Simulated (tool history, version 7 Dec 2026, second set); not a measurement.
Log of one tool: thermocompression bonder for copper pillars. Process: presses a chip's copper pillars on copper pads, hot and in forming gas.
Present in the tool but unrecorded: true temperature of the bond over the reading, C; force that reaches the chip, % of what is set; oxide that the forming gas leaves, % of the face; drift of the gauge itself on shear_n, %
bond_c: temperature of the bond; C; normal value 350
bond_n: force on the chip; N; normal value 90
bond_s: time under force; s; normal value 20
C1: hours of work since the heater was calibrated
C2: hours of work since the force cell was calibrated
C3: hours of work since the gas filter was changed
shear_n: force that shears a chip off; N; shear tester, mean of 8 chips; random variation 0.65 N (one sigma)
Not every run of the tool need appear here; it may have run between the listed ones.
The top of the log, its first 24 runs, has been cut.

{"run": 25, "day": 59.35, "bond_c": 377, "bond_n": 67, "bond_s": 33, "C1": 1297, "C2": 233, "C3": 50, "shear_n": 92}
{"run": 26, "day": 61.646, "bond_c": 377, "bond_n": 67, "bond_s": 33, "C1": 1322, "C2": 258, "C3": 74, "shear_n": 92.2}
{"run": 27, "day": 64.912, "bond_c": 359, "bond_n": 90, "bond_s": 26, "C1": 1357, "C2": 293, "C3": 109, "shear_n": 83.8}
{"run": 28, "day": 68.296, "bond_c": 371, "bond_n": 63, "bond_s": 11, "C1": 1393, "C2": 329, "C3": 146, "shear_n": 65.1}
{"run": 29, "day": 70.425, "bond_c": 371, "bond_n": 63, "bond_s": 11, "C1": 1416, "C2": 352, "C3": 168, "shear_n": 64.8}
{"run": 30, "day": 73.383, "bond_c": 321, "bond_n": 74, "bond_s": 60, "C1": 1447, "C2": 384, "C3": 200, "shear_n": 73.2}
{"run": 31, "day": 75.262, "bond_c": 321, "bond_n": 74, "bond_s": 60, "C1": 1468, "C2": 404, "C3": 220, "shear_n": 71.3}
{"run": 32, "day": 78.288, "bond_c": 321, "bond_n": 101, "bond_s": 14, "C1": 1500, "C2": 436, "C3": 253, "shear_n": 50.8}
{"run": 33, "day": 80.004, "bond_c": 368, "bond_n": 62, "bond_s": 57, "C1": 1519, "C2": 455, "C3": 271, "shear_n": 92.4}
{"day": 81.671, "done": "forming gas filter changed"}
{"run": 34, "day": 83.212, "bond_c": 350, "bond_n": 76, "bond_s": 24, "C1": 1553, "C2": 489, "C3": 17, "shear_n": 73.9}
{"run": 35, "day": 84.638, "bond_c": 351, "bond_n": 76, "bond_s": 30, "C1": 1568, "C2": 504, "C3": 32, "shear_n": 78.1}
{"run": 36, "day": 86.783, "bond_c": 351, "bond_n": 76, "bond_s": 30, "C1": 1591, "C2": 527, "C3": 55, "shear_n": 78.6}
{"run": 37, "day": 89.704, "bond_c": 372, "bond_n": 63, "bond_s": 59, "C1": 1622, "C2": 559, "C3": 86, "shear_n": 97.6}
{"run": 38, "day": 91.708, "bond_c": 372, "bond_n": 63, "bond_s": 59, "C1": 1644, "C2": 580, "C3": 108, "shear_n": 97.3}

Here are 4 independent what-if runs from the current tool condition. What would each one return?
{"run": "A", "day": 94.788, "bond_c": 350, "bond_n": 63, "bond_s": 27, "C1": 1677, "C2": 613, "C3": 141, "shear_n": "?"}
{"run": "B", "day": 94.788, "bond_c": 368, "bond_n": 126, "bond_s": 25, "C1": 1677, "C2": 613, "C3": 141, "shear_n": "?"}
{"run": "C", "day": 94.788, "bond_c": 350, "bond_n": 90, "bond_s": 18, "C1": 1677, "C2": 613, "C3": 141, "shear_n": "?"}
{"run": "D", "day": 94.788, "bond_c": 371, "bond_n": 73, "bond_s": 22, "C1": 1677, "C2": 613, "C3": 141, "shear_n": "?"}

run=A shear_n=69.3
run=B shear_n=93.9
run=C shear_n=69.8
run=D shear_n=80.7
Without the tool's unlogged condition, the same runs would have read:
run=A shear_n=76.9
run=B shear_n=99.8
run=C shear_n=77.3
run=D shear_n=87.7
